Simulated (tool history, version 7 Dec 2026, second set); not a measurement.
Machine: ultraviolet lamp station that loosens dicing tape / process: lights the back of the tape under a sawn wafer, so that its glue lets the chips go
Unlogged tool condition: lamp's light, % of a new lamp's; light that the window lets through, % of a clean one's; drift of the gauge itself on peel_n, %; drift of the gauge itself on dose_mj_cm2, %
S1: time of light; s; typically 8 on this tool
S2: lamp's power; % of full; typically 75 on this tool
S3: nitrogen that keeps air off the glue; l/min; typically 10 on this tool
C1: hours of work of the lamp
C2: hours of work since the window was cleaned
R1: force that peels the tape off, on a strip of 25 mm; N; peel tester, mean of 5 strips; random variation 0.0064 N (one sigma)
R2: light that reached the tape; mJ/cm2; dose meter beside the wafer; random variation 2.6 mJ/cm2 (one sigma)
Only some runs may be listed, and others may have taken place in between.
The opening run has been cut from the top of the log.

{"run": 2, "day": 0.917, "S1": 8, "S2": 75, "S3": 10, "C1": 228, "C2": 527, "R1": 0.205, "R2": 319}
{"run": 3, "day": 1.392, "S1": 8, "S2": 75, "S3": 10, "C1": 236, "C2": 536, "R1": 0.209, "R2": 318}
{"run": 4, "day": 2.133, "S1": 8, "S2": 75, "S3": 10, "C1": 250, "C2": 549, "R1": 0.213, "R2": 316}
{"run": 5, "day": 3.129, "S1": 8, "S2": 75, "S3": 10, "C1": 267, "C2": 567, "R1": 0.207, "R2": 320}
{"run": 6, "day": 4.154, "S1": 8, "S2": 75, "S3": 10, "C1": 286, "C2": 585, "R1": 0.214, "R2": 313}
{"day": 4.267, "done": "window cleaned of glue's vapour"}
{"run": 7, "day": 4.7, "S1": 4, "S2": 75, "S3": 10, "C1": 295, "C2": 8, "R1": 0.767, "R2": 160}
{"run": 8, "day": 5.654, "S1": 10, "S2": 75, "S3": 10, "C1": 312, "C2": 25, "R1": 0.139, "R2": 397}
{"run": 9, "day": 6.462, "S1": 8, "S2": 75, "S3": 7, "C1": 326, "C2": 39, "R1": 0.271, "R2": 317}
{"run": 10, "day": 7.154, "S1": 8, "S2": 75, "S3": 10, "C1": 339, "C2": 51, "R1": 0.189, "R2": 322}
{"run": 11, "day": 8.179, "S1": 8, "S2": 73, "S3": 10, "C1": 357, "C2": 70, "R1": 0.207, "R2": 307}
{"run": 12, "day": 8.812, "S1": 8, "S2": 73, "S3": 10, "C1": 368, "C2": 81, "R1": 0.218, "R2": 307}
{"run": 13, "day": 9.308, "S1": 8, "S2": 75, "S3": 10, "C1": 377, "C2": 90, "R1": 0.211, "R2": 318}
{"run": 14, "day": 10.271, "S1": 8, "S2": 79, "S3": 10, "C1": 394, "C2": 107, "R1": 0.174, "R2": 336}
{"run": 15, "day": 10.779, "S1": 10, "S2": 79, "S3": 10, "C1": 404, "C2": 116, "R1": 0.12, "R2": 419}
{"run": 16, "day": 11.796, "S1": 10, "S2": 79, "S3": 10, "C1": 422, "C2": 134, "R1": 0.129, "R2": 419}
{"run": 17, "day": 12.825, "S1": 10, "S2": 79, "S3": 10, "C1": 440, "C2": 153, "R1": 0.13, "R2": 414}
{"run": 18, "day": 13.379, "S1": 10, "S2": 79, "S3": 10, "C1": 450, "C2": 163, "R1": 0.112, "R2": 417}
{"run": 19, "day": 13.958, "S1": 5, "S2": 74, "S3": 19, "C1": 460, "C2": 173, "R1": 0.413, "R2": 199}

Forecast run 20:
{"run": 20, "day": 14.575, "S1": 5, "S2": 74, "S3": 19, "C1": 471, "C2": 184, "R1": "?", "R2": "?"}

{"run 20": {"R1": 0.397, "R2": 190}}
Without the tool's hidden state the same run would have given R1 0.394 N, R2 190 mJ/cm2.
